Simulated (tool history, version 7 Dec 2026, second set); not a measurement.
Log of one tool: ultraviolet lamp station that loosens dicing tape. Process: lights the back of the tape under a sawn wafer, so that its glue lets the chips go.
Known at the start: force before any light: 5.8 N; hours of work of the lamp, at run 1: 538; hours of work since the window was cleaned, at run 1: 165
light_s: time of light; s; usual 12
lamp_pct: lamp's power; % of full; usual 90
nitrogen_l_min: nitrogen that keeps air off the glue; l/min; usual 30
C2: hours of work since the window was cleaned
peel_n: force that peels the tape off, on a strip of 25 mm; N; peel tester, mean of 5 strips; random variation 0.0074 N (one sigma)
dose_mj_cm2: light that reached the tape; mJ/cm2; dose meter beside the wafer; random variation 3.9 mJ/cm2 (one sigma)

{"run": 1, "hour": 0.0, "light_s": 12, "lamp_pct": 90, "nitrogen_l_min": 30, "hours of work of the lamp": 538, "C2": 165, "peel_n": 0.272, "dose_mj_cm2": 673}
{"run": 2, "hour": 27.8, "light_s": 12, "lamp_pct": 72, "nitrogen_l_min": 30, "hours of work of the lamp": 554, "C2": 181, "peel_n": 0.479, "dose_mj_cm2": 540}
{"run": 3, "hour": 57.2, "light_s": 12, "lamp_pct": 85, "nitrogen_l_min": 30, "hours of work of the lamp": 572, "C2": 199, "peel_n": 0.31, "dose_mj_cm2": 642}
{"run": 4, "hour": 87.4, "light_s": 12, "lamp_pct": 85, "nitrogen_l_min": 30, "hours of work of the lamp": 590, "C2": 216, "peel_n": 0.306, "dose_mj_cm2": 634}
{"hour": 106.2, "done": "window cleaned of glue's vapour"}
{"run": 5, "hour": 135.9, "light_s": 12, "lamp_pct": 63, "nitrogen_l_min": 30, "hours of work of the lamp": 618, "C2": 17, "peel_n": 0.611, "dose_mj_cm2": 473}
{"run": 6, "hour": 174.5, "light_s": 12, "lamp_pct": 63, "nitrogen_l_min": 30, "hours of work of the lamp": 640, "C2": 40, "peel_n": 0.604, "dose_mj_cm2": 473}
{"run": 7, "hour": 201.5, "light_s": 12, "lamp_pct": 63, "nitrogen_l_min": 30, "hours of work of the lamp": 656, "C2": 56, "peel_n": 0.601, "dose_mj_cm2": 480}
{"run": 8, "hour": 247.8, "light_s": 12, "lamp_pct": 63, "nitrogen_l_min": 30, "hours of work of the lamp": 684, "C2": 83, "peel_n": 0.616, "dose_mj_cm2": 475}
{"run": 9, "hour": 283.4, "light_s": 12, "lamp_pct": 63, "nitrogen_l_min": 30, "hours of work of the lamp": 704, "C2": 104, "peel_n": 0.62, "dose_mj_cm2": 472}
{"run": 10, "hour": 321.4, "light_s": 12, "lamp_pct": 63, "nitrogen_l_min": 30, "hours of work of the lamp": 727, "C2": 127, "peel_n": 0.622, "dose_mj_cm2": 476}
{"run": 11, "hour": 361.9, "light_s": 12, "lamp_pct": 63, "nitrogen_l_min": 30, "hours of work of the lamp": 751, "C2": 150, "peel_n": 0.616, "dose_mj_cm2": 469}
{"run": 12, "hour": 392.2, "light_s": 12, "lamp_pct": 63, "nitrogen_l_min": 30, "hours of work of the lamp": 768, "C2": 168, "peel_n": 0.627, "dose_mj_cm2": 476}
{"run": 13, "hour": 434.5, "light_s": 9, "lamp_pct": 69, "nitrogen_l_min": 38, "hours of work of the lamp": 793, "C2": 193, "peel_n": 0.791, "dose_mj_cm2": 391}
{"run": 14, "hour": 464.6, "light_s": 8, "lamp_pct": 72, "nitrogen_l_min": 38, "hours of work of the lamp": 811, "C2": 211, "peel_n": 0.903, "dose_mj_cm2": 356}
{"hour": 493.6, "done": "window cleaned of glue's vapour"}
{"run": 15, "hour": 512.3, "light_s": 21, "lamp_pct": 72, "nitrogen_l_min": 11, "hours of work of the lamp": 839, "C2": 11, "peel_n": 0.324, "dose_mj_cm2": 945}
{"run": 16, "hour": 536.0, "light_s": 12, "lamp_pct": 90, "nitrogen_l_min": 12, "hours of work of the lamp": 853, "C2": 25, "peel_n": 0.625, "dose_mj_cm2": 671}
{"run": 17, "hour": 571.2, "light_s": 15, "lamp_pct": 90, "nitrogen_l_min": 30, "hours of work of the lamp": 873, "C2": 46, "peel_n": 0.163, "dose_mj_cm2": 839}
{"run": 18, "hour": 610.1, "light_s": 7, "lamp_pct": 70, "nitrogen_l_min": 30, "hours of work of the lamp": 896, "C2": 68, "peel_n": 1.331, "dose_mj_cm2": 304}
{"run": 19, "hour": 633.7, "light_s": 15, "lamp_pct": 70, "nitrogen_l_min": 41, "hours of work of the lamp": 910, "C2": 82, "peel_n": 0.237, "dose_mj_cm2": 656}
{"run": 20, "hour": 660.3, "light_s": 12, "lamp_pct": 63, "nitrogen_l_min": 29, "hours of work of the lamp": 926, "C2": 98, "peel_n": 0.633, "dose_mj_cm2": 478}
{"run": 21, "hour": 681.8, "light_s": 12, "lamp_pct": 63, "nitrogen_l_min": 29, "hours of work of the lamp": 938, "C2": 111, "peel_n": 0.648, "dose_mj_cm2": 471}
{"run": 22, "hour": 722.8, "light_s": 12, "lamp_pct": 63, "nitrogen_l_min": 29, "hours of work of the lamp": 962, "C2": 135, "peel_n": 0.648, "dose_mj_cm2": 467}
{"run": 23, "hour": 758.8, "light_s": 17, "lamp_pct": 77, "nitrogen_l_min": 10, "hours of work of the lamp": 984, "C2": 156, "peel_n": 0.48, "dose_mj_cm2": 823}

How the hidden state differs across the entries between the runs, from the last listed run before each to the first after it:
Between runs 4 and 5: window cleaned of glue's vapour (hour 106.2)
  light that the window lets through, % of a clean one's: 99.9 -> 100
Between runs 14 and 15: window cleaned of glue's vapour (hour 493.6)
  light that the window lets through, % of a clean one's: 99.9 -> 100

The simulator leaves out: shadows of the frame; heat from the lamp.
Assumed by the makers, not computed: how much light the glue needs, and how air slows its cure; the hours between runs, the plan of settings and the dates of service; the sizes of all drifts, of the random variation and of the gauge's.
